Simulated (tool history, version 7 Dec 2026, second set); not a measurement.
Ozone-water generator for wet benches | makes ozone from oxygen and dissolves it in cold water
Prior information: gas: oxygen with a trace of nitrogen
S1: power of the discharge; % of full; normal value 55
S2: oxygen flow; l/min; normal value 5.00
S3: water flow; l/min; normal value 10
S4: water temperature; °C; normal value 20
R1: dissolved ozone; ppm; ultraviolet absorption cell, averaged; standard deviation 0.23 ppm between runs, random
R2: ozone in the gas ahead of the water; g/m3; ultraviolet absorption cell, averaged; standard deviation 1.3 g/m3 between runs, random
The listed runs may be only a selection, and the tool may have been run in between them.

run   hour  S1    S2  S3  S4    R1     R2
  1    0.0  55  5.00  10  20  33.1  223.4
  2   47.8  55  5.00  10  20  33.3  224.2
  3   99.8  55  5.00  10  20  33.0  224.6
  4  132.2  55  5.00  10  20  33.2  227.3
  5  161.7  55  5.00  10  20  33.0  225.8
  6  211.9  55  5.00  10  16  35.5  225.8
  7  268.4  55  5.00  10  16  35.6  222.3
  8  306.4  55  5.00  10  20  32.9  224.5
  9  358.3  55  5.00  10  20  32.6  223.3
 10  396.9  55  5.00  10  20  33.1  223.6
 11  436.6  55  5.00  10  20  32.7  223.4
 12  465.7  55  5.00  10  20  32.7  222.0
 13  495.1  55  5.00  10  20  33.1  222.8
 14  548.4  55  8.87  10  20  30.5  171.7
 15  594.0  55  5.00  10  20  32.9  224.2
 16  626.3  55  5.00  10  20  32.9  220.5
 17  658.2  55  5.00  14  20  26.5  222.5
 18  694.8  59  2.76  11  23  30.7  305.8
     702.4  -- contactor cleaned
 19  739.0  55  5.15  14  22  25.1  219.6
 20  763.3  55  5.15  14  22  24.9  220.2
 21  798.3  55  5.15  14  22  25.0  218.6
 22  838.7  54  7.15  10  22  29.3  187.7
 23  890.5  54  7.15  10  22  29.1  187.4

What will run 24 give?
 24  915.6  54  7.15  10  22   ?   ?

R1: 29.3 ppm
R2: 186.0 g/m3
Had the tool carried no hidden state, the very same run would have given R1 31.8 ppm, R2 193.1 g/m3.
